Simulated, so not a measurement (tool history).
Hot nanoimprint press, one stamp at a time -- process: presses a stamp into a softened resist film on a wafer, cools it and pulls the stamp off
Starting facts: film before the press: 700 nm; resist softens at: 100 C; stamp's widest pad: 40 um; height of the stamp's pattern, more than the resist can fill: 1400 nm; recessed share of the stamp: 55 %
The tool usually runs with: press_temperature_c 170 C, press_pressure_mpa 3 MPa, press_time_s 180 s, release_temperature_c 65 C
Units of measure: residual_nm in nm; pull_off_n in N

run,day,press_temperature_c,press_pressure_mpa,press_time_s,release_temperature_c,residual_nm,pull_off_n
1,0,170,3,180,65,271.2,94
# day 0.333: plate thermocouple calibrated
2,1.967,170,2.87,180,65,274.5,95
# day 3.983: stamp cleaned and given a new release coat
3,4.333,170,2.87,180,65,271.4,93
# day 4.967: plate thermocouple calibrated, once more
4,6.421,170,2.87,157,65,305.2,96
5,8.15,170,2.87,157,65,304.1,99
# day 8.825: press's hydraulic seals changed and the load cell set to zero
6,9.942,170,2.87,157,54,292.1,125
7,11.654,170,2.87,157,54,290.1,124
# day 12.079: stamp cleaned and given a new release coat
8,14.033,170,2.87,157,60,291.6,104
9,15.446,170,2.87,157,60,291.4,107
10,17.821,170,2.87,157,60,289,107
# day 19.883: stamp cleaned and given a new release coat
11,20.242,170,2.87,157,60,287.1,100
12,22.712,170,2.87,157,60,289.5,105
13,25.1,170,3,180,65,263.7,99
# day 27.583: stamp cleaned and given a new release coat
14,27.821,170,3,180,69,266.5,85
# day 28.567: plate thermocouple calibrated
15,29.742,170,3,180,69,277.8,88
16,32.029,170,3,180,69,279.3,88
17,34.45,180,3.19,168,60,186.2,111
# day 35.508: stamp cleaned and given a new release coat
18,36.988,170,3,355,65,217.2,92
19,39.229,170,4.48,355,59,172.4,109

Run 20 is up next; what results do you expect?
20,40.696,169,4.48,355,62,?,?

residual_nm: 178.6 nm
pull_off_n: 104 N
Minus the tool's unlogged condition, the same run would have read residual_nm 177.1 nm, pull_off_n 98 N.
